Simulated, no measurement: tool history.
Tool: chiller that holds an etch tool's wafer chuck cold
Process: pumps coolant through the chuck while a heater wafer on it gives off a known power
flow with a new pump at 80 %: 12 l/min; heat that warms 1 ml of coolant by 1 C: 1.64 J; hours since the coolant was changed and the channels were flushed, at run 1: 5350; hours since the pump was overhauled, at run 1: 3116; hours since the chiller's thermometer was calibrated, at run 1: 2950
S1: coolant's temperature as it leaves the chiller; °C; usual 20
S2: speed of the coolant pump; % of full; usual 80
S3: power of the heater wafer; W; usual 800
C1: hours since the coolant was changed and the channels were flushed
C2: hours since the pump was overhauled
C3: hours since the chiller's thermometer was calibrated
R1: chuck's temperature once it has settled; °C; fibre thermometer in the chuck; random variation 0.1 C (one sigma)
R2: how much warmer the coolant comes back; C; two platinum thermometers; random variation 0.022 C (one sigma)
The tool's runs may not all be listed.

run     day  S1  S2    S3    C1    C2    C3    R1    R2
  1       0  20  80   800  5350  3116  2950  29.2  2.45
      3.304  -- chiller's thermometer calibrated
  2   3.662  20  80   800  5437  3202     9  29.4  2.43
  3   6.379  20  80   800  5502  3268    74  29.2  2.46
  4   8.571  20  80   800  5554  3320   126  29.2  2.45
  5  12.042  20  80   800  5638  3403   210  29.1  2.46
  6  13.962  20  80   800  5684  3450   256  29.3   2.5
  7  17.675  20  80   800  5773  3539   345  29.1  2.45
  8  21.546  20  80   800  5866  3632   438    29  2.47
  9  25.458  20  80   800  5960  3725   532  29.2  2.47
 10  28.275  20  80   799  6027  3793   599  29.2  2.49
 11  30.367  20  80   799  6077  3843   649  29.2  2.49
 12  33.258  20  80   750  6147  3913   719  28.6  2.31
 13    36.9  20  77   689  6234  4000   806  28.2  2.21
 14  40.575  20  77   689  6322  4088   894    28  2.21
 15  43.758  16  72   528  6399  4165   971  22.6  1.85
 16  47.271  16  72   528  6483  4249  1055  22.5  1.84
 17  50.025  23  90   528  6549  4315  1121  28.8  1.49
 18  51.796  23  90   528  6592  4358  1164  28.4  1.49
 19  53.875  23  90   528  6642  4408  1214  28.8  1.54
     56.412  -- coolant changed, channels flushed
 20  57.321  20  70   800    22  4484  1290  30.2  2.83
 21  59.542  19  70  1190    75  4538  1344    34  4.17
 22  61.233  21  63   552   116  4578  1384  28.6   2.2
 23  63.183  21  73   823   162  4625  1431    31  2.82
 24  66.808  21  73   823   249  4712  1518  30.9  2.85

Forecast each of these 3 alternatives for the next run:
  A  69.967  21  79   823  325  4788  1594   ?   ?
  B  69.967  21  69   823  325  4788  1594   ?   ?
  C  69.967  22  67  1043  325  4788  1594   ?   ?

run    R1    R2
  A  30.6  2.59
  B  31.5  2.96
  C  35.5  3.83
Without the tool's hidden state the same runs would have given:
run    R1    R2
  A  30.6   2.5
  B  31.4  2.87
  C  35.5  3.75
